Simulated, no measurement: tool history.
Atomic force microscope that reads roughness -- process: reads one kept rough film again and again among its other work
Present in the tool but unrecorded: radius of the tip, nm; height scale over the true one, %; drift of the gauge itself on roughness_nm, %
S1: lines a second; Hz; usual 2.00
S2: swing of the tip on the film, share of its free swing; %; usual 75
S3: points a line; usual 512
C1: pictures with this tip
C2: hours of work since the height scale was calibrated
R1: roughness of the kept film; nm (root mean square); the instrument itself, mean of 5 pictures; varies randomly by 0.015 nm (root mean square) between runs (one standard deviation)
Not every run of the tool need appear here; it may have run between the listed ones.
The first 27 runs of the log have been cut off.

run     day    S1  S2   S3   C1   C2     R1
 28  55.888  3.11  84  277   87   72  2.207
 29  58.529  3.11  84  277  169  118  1.761
     59.742  -- new tip fitted
 30  59.992  0.92  84  350    8  143  3.428
 31  61.325  0.59  73  828   49  166  2.907
 32  64.129  1.64  71  663  136  214  2.119
 33  66.150  1.31  84  276  199  249  1.729
     66.542  -- new tip fitted
 34  68.979  3.54  67  802   76  297  2.519
 35  71.800  3.07  74  512  164  346  1.908
     73.175  -- new tip fitted
 36  74.392  2.46  74  535   38  390  2.991
 37  76.888  2.46  74  535  115  433  2.233

What if the next run were any one of these 5? Each begins from the tool's condition after run 37:
  A  79.625  1.62  68  457  200  480   ?
  B  79.625  0.77  79  417  200  480   ?
  C  79.625  1.17  56  512  200  480   ?
  D  79.625  2.16  75  535  200  480   ?
  E  79.625  2.46  61  369  200  480   ?

run     R1
  A  1.850
  B  1.857
  C  1.883
  D  1.810
  E  1.839
With no hidden state in the tool, these same runs would have given:
run     R1
  A  3.640
  B  3.651
  C  3.704
  D  3.555
  E  3.608
